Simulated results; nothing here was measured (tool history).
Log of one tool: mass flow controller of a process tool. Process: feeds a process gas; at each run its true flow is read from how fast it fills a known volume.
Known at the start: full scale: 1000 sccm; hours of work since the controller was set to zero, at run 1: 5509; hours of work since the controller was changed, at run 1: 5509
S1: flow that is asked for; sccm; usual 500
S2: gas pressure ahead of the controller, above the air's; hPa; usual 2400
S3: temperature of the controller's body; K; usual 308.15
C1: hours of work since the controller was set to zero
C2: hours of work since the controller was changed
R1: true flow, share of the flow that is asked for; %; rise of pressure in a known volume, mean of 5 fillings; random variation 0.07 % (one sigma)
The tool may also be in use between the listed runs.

{"run": 1, "hour": 0.0, "S1": 500, "S2": 2400, "S3": 308.15, "C1": 5509, "C2": 5509, "R1": 97.01}
{"run": 2, "hour": 47.6, "S1": 894, "S2": 2400, "S3": 308.15, "C1": 5543, "C2": 5543, "R1": 97.5}
{"run": 3, "hour": 111.0, "S1": 894, "S2": 2400, "S3": 308.15, "C1": 5590, "C2": 5590, "R1": 97.35}
{"run": 4, "hour": 152.2, "S1": 500, "S2": 2400, "S3": 308.15, "C1": 5620, "C2": 5620, "R1": 96.98}
{"run": 5, "hour": 210.0, "S1": 500, "S2": 2400, "S3": 308.15, "C1": 5662, "C2": 5662, "R1": 96.87}
{"run": 6, "hour": 280.2, "S1": 500, "S2": 2400, "S3": 308.15, "C1": 5714, "C2": 5714, "R1": 96.99}
{"run": 7, "hour": 367.5, "S1": 500, "S2": 2400, "S3": 308.15, "C1": 5777, "C2": 5777, "R1": 96.99}
{"run": 8, "hour": 430.5, "S1": 500, "S2": 2400, "S3": 308.15, "C1": 5823, "C2": 5823, "R1": 96.87}
{"run": 9, "hour": 487.5, "S1": 500, "S2": 2400, "S3": 309.15, "C1": 5865, "C2": 5865, "R1": 96.88}
{"run": 10, "hour": 571.3, "S1": 500, "S2": 2400, "S3": 309.15, "C1": 5926, "C2": 5926, "R1": 96.92}
{"hour": 612.6, "done": "controller exchanged for a calibrated one"}
{"run": 11, "hour": 619.7, "S1": 500, "S2": 2400, "S3": 309.15, "C1": 5, "C2": 5, "R1": 97.65}
{"run": 12, "hour": 683.2, "S1": 500, "S2": 2400, "S3": 309.15, "C1": 52, "C2": 52, "R1": 97.67}
{"run": 13, "hour": 759.1, "S1": 500, "S2": 2400, "S3": 309.15, "C1": 107, "C2": 107, "R1": 97.72}
{"run": 14, "hour": 810.4, "S1": 500, "S2": 2400, "S3": 309.15, "C1": 145, "C2": 145, "R1": 97.67}
{"run": 15, "hour": 878.0, "S1": 500, "S2": 2400, "S3": 309.15, "C1": 194, "C2": 194, "R1": 97.69}
{"run": 16, "hour": 924.9, "S1": 500, "S2": 2400, "S3": 309.15, "C1": 228, "C2": 228, "R1": 97.64}
{"run": 17, "hour": 972.7, "S1": 500, "S2": 2400, "S3": 308.15, "C1": 263, "C2": 263, "R1": 97.74}
{"run": 18, "hour": 1037.6, "S1": 586, "S2": 2400, "S3": 308.15, "C1": 311, "C2": 311, "R1": 98.04}
{"run": 19, "hour": 1096.1, "S1": 586, "S2": 2400, "S3": 308.15, "C1": 353, "C2": 353, "R1": 97.94}
{"run": 20, "hour": 1157.4, "S1": 586, "S2": 2400, "S3": 308.15, "C1": 398, "C2": 398, "R1": 98.07}
{"run": 21, "hour": 1229.5, "S1": 586, "S2": 2400, "S3": 308.15, "C1": 451, "C2": 451, "R1": 98.08}
{"run": 22, "hour": 1304.1, "S1": 403, "S2": 2400, "S3": 309.15, "C1": 506, "C2": 506, "R1": 97.46}
{"run": 23, "hour": 1356.7, "S1": 500, "S2": 2400, "S3": 312.15, "C1": 544, "C2": 544, "R1": 97.48}
{"run": 24, "hour": 1404.3, "S1": 216, "S2": 1970, "S3": 308.15, "C1": 579, "C2": 579, "R1": 97.45}
{"hour": 1410.6, "done": "controller's zero set anew"}
{"run": 25, "hour": 1447.5, "S1": 216, "S2": 1970, "S3": 308.15, "C1": 27, "C2": 610, "R1": 97.67}
{"run": 26, "hour": 1535.7, "S1": 156, "S2": 2480, "S3": 293.15, "C1": 91, "C2": 675, "R1": 98.68}
{"run": 27, "hour": 1601.6, "S1": 156, "S2": 2480, "S3": 293.15, "C1": 140, "C2": 723, "R1": 98.73}
{"run": 28, "hour": 1670.2, "S1": 500, "S2": 2600, "S3": 309.15, "C1": 190, "C2": 773, "R1": 97.62}
{"run": 29, "hour": 1725.7, "S1": 681, "S2": 1750, "S3": 309.15, "C1": 230, "C2": 813, "R1": 98.41}
{"run": 30, "hour": 1770.8, "S1": 865, "S2": 1750, "S3": 298.15, "C1": 263, "C2": 846, "R1": 99.83}
{"hour": 1817.8, "done": "controller's zero set anew, once more"}
{"run": 31, "hour": 1854.1, "S1": 181, "S2": 1440, "S3": 308.15, "C1": 27, "C2": 907, "R1": 97.39}
{"run": 32, "hour": 1900.1, "S1": 181, "S2": 2320, "S3": 308.15, "C1": 60, "C2": 941, "R1": 96.88}
{"run": 33, "hour": 1961.7, "S1": 161, "S2": 2780, "S3": 302.15, "C1": 105, "C2": 986, "R1": 97.15}
{"run": 34, "hour": 2029.7, "S1": 500, "S2": 2400, "S3": 304.15, "C1": 155, "C2": 1035, "R1": 97.8}
{"run": 35, "hour": 2082.1, "S1": 143, "S2": 2430, "S3": 295.15, "C1": 193, "C2": 1074, "R1": 97.93}

The same runs without the tool's hidden state, with the same run-to-run variation:
The hidden state here: flow at rest that the sensor doesn't see, % of full scale; true flow over the shown one, %; drift of the gauge itself on true_pct, %.
run=1 R1=97.59
run=2 R1=98.71
run=3 R1=98.57
run=4 R1=97.56
run=5 R1=97.47
run=6 R1=97.59
run=7 R1=97.6
run=8 R1=97.48
run=9 R1=97.49
run=10 R1=97.54
run=11 R1=97.41
run=12 R1=97.44
run=13 R1=97.5
run=14 R1=97.44
run=15 R1=97.47
run=16 R1=97.43
run=17 R1=97.52
run=18 R1=97.85
run=19 R1=97.76
run=20 R1=97.9
run=21 R1=97.92
run=22 R1=97.23
run=23 R1=97.3
run=24 R1=96.98
run=25 R1=97.06
run=26 R1=97.78
run=27 R1=97.8
run=28 R1=97.4
run=29 R1=98.29
run=30 R1=99.77
run=31 R1=97.24
run=32 R1=96.72
run=33 R1=96.93
run=34 R1=97.86
run=35 R1=97.62

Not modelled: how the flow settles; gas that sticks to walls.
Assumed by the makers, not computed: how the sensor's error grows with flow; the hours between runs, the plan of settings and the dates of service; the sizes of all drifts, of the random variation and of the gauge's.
